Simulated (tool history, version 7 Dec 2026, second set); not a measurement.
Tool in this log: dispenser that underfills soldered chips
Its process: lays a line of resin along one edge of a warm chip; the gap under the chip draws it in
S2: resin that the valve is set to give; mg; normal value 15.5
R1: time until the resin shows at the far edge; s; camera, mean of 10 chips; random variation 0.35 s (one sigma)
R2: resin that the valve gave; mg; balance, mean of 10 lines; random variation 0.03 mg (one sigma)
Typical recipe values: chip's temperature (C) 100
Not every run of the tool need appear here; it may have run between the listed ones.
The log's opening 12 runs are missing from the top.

-- hour=77.7 new syringe of resin
run 13 hour=82.3 | chip's_temperature_(C)=100 S2=15.8 | R1=24 R2=15.49
run 14 hour=87.4 | chip's_temperature_(C)=100 S2=15.8 | R1=31.6 R2=15.53
-- hour=91 new syringe of resin
run 15 hour=95.1 | chip's_temperature_(C)=100 S2=15.8 | R1=22.9 R2=15.47
run 16 hour=103 | chip's_temperature_(C)=100 S2=15.8 | R1=35.4 R2=15.44
-- hour=104 new syringe of resin
run 17 hour=110.4 | chip's_temperature_(C)=100 S2=15.8 | R1=26.2 R2=15.38
-- hour=117.1 new syringe of resin
run 18 hour=118 | chip's_temperature_(C)=100 S2=15.5 | R1=18.5 R2=15.06
run 19 hour=126.5 | chip's_temperature_(C)=100 S2=15.5 | R1=30.5 R2=14.96
-- hour=130 new syringe of resin
run 20 hour=134.3 | chip's_temperature_(C)=100 S2=19.1 | R1=22.7 R2=18.5
run 21 hour=138 | chip's_temperature_(C)=101 S2=14.3 | R1=27.8 R2=13.82
-- hour=143.5 new syringe of resin
run 22 hour=144.5 | chip's_temperature_(C)=104 S2=16.3 | R1=17.7 R2=15.69
run 23 hour=153.2 | chip's_temperature_(C)=104 S2=16.3 | R1=28 R2=15.67
-- hour=156.5 new syringe of resin
run 24 hour=162.3 | chip's_temperature_(C)=104 S2=16.3 | R1=22.8 R2=15.67
-- hour=164.1 dispensing valve cleaned and set on the balance
-- hour=170.5 new syringe of resin
run 25 hour=172.1 | chip's_temperature_(C)=104 S2=13.9 | R1=17.9 R2=13.87
run 26 hour=177.4 | chip's_temperature_(C)=87 S2=18.2 | R1=38.2 R2=18.15
-- hour=183.4 new syringe of resin
run 27 hour=183.9 | chip's_temperature_(C)=86 S2=17 | R1=27.8 R2=16.87
run 28 hour=188.8 | chip's_temperature_(C)=86 S2=18.1 | R1=35.4 R2=18.01
-- hour=196.5 new syringe of resin
run 29 hour=197.7 | chip's_temperature_(C)=97 S2=15.5 | R1=21 R2=15.31
run 30 hour=204.6 | chip's_temperature_(C)=111 S2=13.2 | R1=21.6 R2=13.03
-- hour=209.4 new syringe of resin
run 31 hour=212.7 | chip's_temperature_(C)=98 S2=17 | R1=23.1 R2=16.81
run 32 hour=217.7 | chip's_temperature_(C)=98 S2=17 | R1=30.9 R2=16.74
-- hour=222.7 new syringe of resin
run 33 hour=223.1 | chip's_temperature_(C)=98 S2=17 | R1=19.4 R2=16.75
run 34 hour=230.7 | chip's_temperature_(C)=98 S2=16.9 | R1=30.3 R2=16.55
-- hour=235.6 new syringe of resin
run 35 hour=235.6 | chip's_temperature_(C)=98 S2=16.9 | R1=19 R2=16.56
run 36 hour=241.5 | chip's_temperature_(C)=98 S2=16.9 | R1=26.9 R2=16.5

Alternative continuations, all from the tool just after run 36; predict every row:
run A hour=247.9 | chip's_temperature_(C)=103 S2=15.5 | R1=? R2=?
run B hour=247.9 | chip's_temperature_(C)=114 S2=17.4 | R1=? R2=?
run C hour=247.9 | chip's_temperature_(C)=96 S2=15.8 | R1=? R2=?
run D hour=247.9 | chip's_temperature_(C)=102 S2=18.4 | R1=? R2=?

run=A R1=32.8 R2=15.14
run=B R1=24.3 R2=16.99
run=C R1=39.9 R2=15.46
run=D R1=33.9 R2=17.96
What these runs would have given with no unlogged condition in the tool:
run=A R1=16 R2=15.51
run=B R1=12 R2=17.4
run=C R1=19.6 R2=15.83
run=D R1=16.7 R2=18.39

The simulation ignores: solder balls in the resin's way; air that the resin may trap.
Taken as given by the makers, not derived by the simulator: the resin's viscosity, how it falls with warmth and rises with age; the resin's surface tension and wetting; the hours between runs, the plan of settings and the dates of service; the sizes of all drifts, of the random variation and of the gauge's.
